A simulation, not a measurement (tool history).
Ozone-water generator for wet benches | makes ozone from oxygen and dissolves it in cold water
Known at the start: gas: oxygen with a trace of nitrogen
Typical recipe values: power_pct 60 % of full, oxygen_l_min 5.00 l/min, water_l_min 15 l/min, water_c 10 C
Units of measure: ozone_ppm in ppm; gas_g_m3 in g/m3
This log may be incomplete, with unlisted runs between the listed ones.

{"run": 1, "hour": 0.0, "power_pct": 60, "oxygen_l_min": 5.0, "water_l_min": 15, "water_c": 10, "ozone_ppm": 22.4, "gas_g_m3": 179.7}
{"run": 2, "hour": 37.7, "power_pct": 60, "oxygen_l_min": 5.0, "water_l_min": 16, "water_c": 10, "ozone_ppm": 21.2, "gas_g_m3": 180.4}
{"run": 3, "hour": 69.4, "power_pct": 60, "oxygen_l_min": 5.0, "water_l_min": 16, "water_c": 10, "ozone_ppm": 21.0, "gas_g_m3": 179.5}
{"run": 4, "hour": 94.0, "power_pct": 60, "oxygen_l_min": 5.0, "water_l_min": 16, "water_c": 10, "ozone_ppm": 20.9, "gas_g_m3": 178.4}
{"run": 5, "hour": 135.1, "power_pct": 60, "oxygen_l_min": 5.0, "water_l_min": 21, "water_c": 10, "ozone_ppm": 16.4, "gas_g_m3": 179.9}
{"run": 6, "hour": 157.1, "power_pct": 60, "oxygen_l_min": 5.0, "water_l_min": 21, "water_c": 10, "ozone_ppm": 16.4, "gas_g_m3": 179.2}
{"run": 7, "hour": 195.2, "power_pct": 60, "oxygen_l_min": 5.0, "water_l_min": 12, "water_c": 10, "ozone_ppm": 26.5, "gas_g_m3": 179.7}
{"run": 8, "hour": 225.9, "power_pct": 60, "oxygen_l_min": 5.0, "water_l_min": 12, "water_c": 10, "ozone_ppm": 26.6, "gas_g_m3": 179.6}
{"run": 9, "hour": 246.7, "power_pct": 60, "oxygen_l_min": 5.0, "water_l_min": 12, "water_c": 10, "ozone_ppm": 26.5, "gas_g_m3": 177.6}
{"run": 10, "hour": 288.7, "power_pct": 60, "oxygen_l_min": 5.0, "water_l_min": 15, "water_c": 10, "ozone_ppm": 22.1, "gas_g_m3": 178.4}
{"run": 11, "hour": 310.1, "power_pct": 60, "oxygen_l_min": 5.0, "water_l_min": 15, "water_c": 10, "ozone_ppm": 22.3, "gas_g_m3": 181.5}
{"run": 12, "hour": 329.1, "power_pct": 60, "oxygen_l_min": 5.0, "water_l_min": 10, "water_c": 10, "ozone_ppm": 30.5, "gas_g_m3": 179.3}
{"run": 13, "hour": 357.0, "power_pct": 60, "oxygen_l_min": 5.0, "water_l_min": 15, "water_c": 8, "ozone_ppm": 22.6, "gas_g_m3": 176.3}
{"run": 14, "hour": 389.1, "power_pct": 60, "oxygen_l_min": 5.0, "water_l_min": 15, "water_c": 8, "ozone_ppm": 22.9, "gas_g_m3": 177.6}
{"run": 15, "hour": 422.6, "power_pct": 60, "oxygen_l_min": 5.0, "water_l_min": 15, "water_c": 8, "ozone_ppm": 22.6, "gas_g_m3": 179.5}
{"run": 16, "hour": 459.7, "power_pct": 60, "oxygen_l_min": 5.0, "water_l_min": 15, "water_c": 8, "ozone_ppm": 22.5, "gas_g_m3": 178.2}
{"run": 17, "hour": 477.9, "power_pct": 60, "oxygen_l_min": 5.0, "water_l_min": 15, "water_c": 10, "ozone_ppm": 22.1, "gas_g_m3": 180.1}
{"run": 18, "hour": 503.5, "power_pct": 60, "oxygen_l_min": 6.59, "water_l_min": 14, "water_c": 11, "ozone_ppm": 21.8, "gas_g_m3": 149.0}
{"run": 19, "hour": 522.2, "power_pct": 60, "oxygen_l_min": 5.67, "water_l_min": 10, "water_c": 18, "ozone_ppm": 25.0, "gas_g_m3": 163.7}
{"run": 20, "hour": 545.0, "power_pct": 60, "oxygen_l_min": 5.0, "water_l_min": 14, "water_c": 10, "ozone_ppm": 23.5, "gas_g_m3": 179.6}
{"run": 21, "hour": 588.0, "power_pct": 52, "oxygen_l_min": 7.74, "water_l_min": 11, "water_c": 8, "ozone_ppm": 23.4, "gas_g_m3": 120.4}
{"run": 22, "hour": 610.6, "power_pct": 60, "oxygen_l_min": 5.0, "water_l_min": 13, "water_c": 10, "ozone_ppm": 24.6, "gas_g_m3": 180.1}
{"run": 23, "hour": 644.9, "power_pct": 81, "oxygen_l_min": 5.0, "water_l_min": 9, "water_c": 10, "ozone_ppm": 40.7, "gas_g_m3": 226.8}
{"hour": 652.6, "done": "contactor cleaned"}
{"run": 24, "hour": 679.3, "power_pct": 60, "oxygen_l_min": 2.84, "water_l_min": 15, "water_c": 6, "ozone_ppm": 22.8, "gas_g_m3": 257.4}
{"run": 25, "hour": 707.1, "power_pct": 60, "oxygen_l_min": 2.84, "water_l_min": 15, "water_c": 6, "ozone_ppm": 22.8, "gas_g_m3": 261.0}
{"run": 26, "hour": 746.5, "power_pct": 60, "oxygen_l_min": 2.84, "water_l_min": 15, "water_c": 6, "ozone_ppm": 22.6, "gas_g_m3": 260.5}
{"run": 27, "hour": 791.3, "power_pct": 60, "oxygen_l_min": 2.84, "water_l_min": 15, "water_c": 6, "ozone_ppm": 22.7, "gas_g_m3": 260.2}
{"run": 28, "hour": 817.0, "power_pct": 60, "oxygen_l_min": 2.84, "water_l_min": 15, "water_c": 6, "ozone_ppm": 22.7, "gas_g_m3": 257.7}
{"hour": 846.6, "done": "contactor cleaned, once more"}
{"run": 29, "hour": 849.0, "power_pct": 72, "oxygen_l_min": 5.0, "water_l_min": 15, "water_c": 15, "ozone_ppm": 24.3, "gas_g_m3": 206.8}
{"run": 30, "hour": 888.1, "power_pct": 43, "oxygen_l_min": 4.77, "water_l_min": 19, "water_c": 15, "ozone_ppm": 13.3, "gas_g_m3": 141.7}
{"run": 31, "hour": 910.4, "power_pct": 43, "oxygen_l_min": 4.77, "water_l_min": 19, "water_c": 15, "ozone_ppm": 13.5, "gas_g_m3": 142.2}
{"run": 32, "hour": 938.5, "power_pct": 53, "oxygen_l_min": 3.9, "water_l_min": 19, "water_c": 15, "ozone_ppm": 16.0, "gas_g_m3": 190.3}
{"run": 33, "hour": 977.7, "power_pct": 98, "oxygen_l_min": 6.37, "water_l_min": 15, "water_c": 10, "ozone_ppm": 32.1, "gas_g_m3": 219.9}

Forecast each of these 3 alternatives for the next run:
{"run": "A", "hour": 1003.4, "power_pct": 98, "oxygen_l_min": 6.37, "water_l_min": 17, "water_c": 6, "ozone_ppm": "?", "gas_g_m3": "?"}
{"run": "B", "hour": 1003.4, "power_pct": 51, "oxygen_l_min": 5.0, "water_l_min": 18, "water_c": 10, "ozone_ppm": "?", "gas_g_m3": "?"}
{"run": "C", "hour": 1003.4, "power_pct": 98, "oxygen_l_min": 3.84, "water_l_min": 22, "water_c": 10, "ozone_ppm": "?", "gas_g_m3": "?"}

run=A ozone_ppm=30.9 gas_g_m3=222.7
run=B ozone_ppm=17.3 gas_g_m3=156.7
run=C ozone_ppm=23.9 gas_g_m3=309.6
Had the tool no hidden state, the same runs would have come out as:
run=A ozone_ppm=32.5 gas_g_m3=232.5
run=B ozone_ppm=17.8 gas_g_m3=160.7
run=C ozone_ppm=25.0 gas_g_m3=323.2
